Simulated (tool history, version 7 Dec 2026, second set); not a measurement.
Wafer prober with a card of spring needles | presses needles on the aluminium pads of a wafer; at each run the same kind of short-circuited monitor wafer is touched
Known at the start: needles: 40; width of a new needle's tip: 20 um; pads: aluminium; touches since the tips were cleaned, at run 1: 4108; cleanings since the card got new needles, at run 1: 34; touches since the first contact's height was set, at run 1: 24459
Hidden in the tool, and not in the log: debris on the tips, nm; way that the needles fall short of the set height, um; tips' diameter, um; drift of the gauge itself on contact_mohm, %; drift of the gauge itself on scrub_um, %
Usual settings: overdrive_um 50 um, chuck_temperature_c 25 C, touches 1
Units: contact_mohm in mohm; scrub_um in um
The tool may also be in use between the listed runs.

run,hour,overdrive_um,chuck_temperature_c,touches,touches since the tips were cleaned,cleanings since the card got new needles,touches since the first contact's height was set,contact_mohm,scrub_um
1,0.0,50,25,1,4108,34,24459,512,11.93
# hour 4.0: tips cleaned on abrasive film
# hour 18.0: tips cleaned on abrasive film
2,20.7,63,25,1,1115,36,32854,334,15.02
# hour 31.5: tips cleaned on abrasive film
# hour 45.8: tips cleaned on abrasive film
3,50.5,50,25,2,1923,38,44974,366,11.90
# hour 59.4: tips cleaned on abrasive film
4,71.5,50,25,2,4956,39,53514,430,11.91
# hour 73.6: tips cleaned on abrasive film
# hour 87.7: tips cleaned on abrasive film
5,88.9,50,25,2,470,41,60558,305,11.87
# hour 102.5: tips cleaned on abrasive film
6,111.3,50,25,2,3592,42,69693,402,11.84
# hour 116.8: tips cleaned on abrasive film
# hour 131.0: tips cleaned on abrasive film
7,132.5,50,25,1,626,44,78314,348,11.81
# hour 145.0: tips cleaned on abrasive film
8,157.1,50,25,2,4971,45,88337,428,11.79
# hour 159.4: tips cleaned on abrasive film
# hour 174.0: tips cleaned on abrasive film
9,182.6,50,25,2,3501,47,98679,417,11.74
# hour 188.0: tips cleaned on abrasive film
# hour 202.9: tips cleaned on abrasive film
10,203.8,50,25,2,361,49,107267,304,11.74

Run 11 comes next. What will it give?
# hour 216.7: tips cleaned on abrasive film
11,227.9,50,112,2,4588,50,117097,?,?

{"run 11": {"contact_mohm": 440, "scrub_um": 11.75}}
Without the tool's hidden state the same run would have given contact_mohm 303 mohm, scrub_um 11.99 um.
